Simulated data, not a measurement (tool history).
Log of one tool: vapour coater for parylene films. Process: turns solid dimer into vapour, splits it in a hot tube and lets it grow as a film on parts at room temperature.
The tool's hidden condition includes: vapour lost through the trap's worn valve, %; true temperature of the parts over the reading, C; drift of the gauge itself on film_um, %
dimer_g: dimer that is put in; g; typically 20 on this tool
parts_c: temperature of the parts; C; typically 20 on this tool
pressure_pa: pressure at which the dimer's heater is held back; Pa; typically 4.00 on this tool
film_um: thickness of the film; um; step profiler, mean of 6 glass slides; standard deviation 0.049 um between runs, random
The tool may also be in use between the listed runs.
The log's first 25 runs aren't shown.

run	hour	dimer_g	parts_c	pressure_pa	hours of work since the trap's valve was overhauled	hours of work since the table's thermometer was calibrated	film_um
# hour 1138.0: table's thermometer calibrated, once more
26	1138.0	20	20	8.51	229	0	4.57
27	1164.3	20	20	8.51	242	13	4.54
28	1200.0	24	12	2.90	260	31	9.40
29	1235.4	24	12	2.90	278	48	9.24
30	1288.8	21	16	5.17	304	75	6.12
31	1348.5	18	14	9.91	334	104	5.15
32	1388.2	34	23	4.00	353	124	7.13
33	1422.5	11	25	4.00	370	141	2.07
34	1474.0	15	20	11.73	396	167	3.09
# hour 1486.8: trap's valve overhauled
35	1541.3	15	20	11.73	27	198	3.58
36	1597.7	15	20	11.73	55	226	3.51

Forecast run 37:
37	1647.6	21	16	4.00	80	251	?

{"run 37": {"film_um": 6.78}}
The same run, on a tool lacking any hidden state, would have yielded film_um 7.05 um.
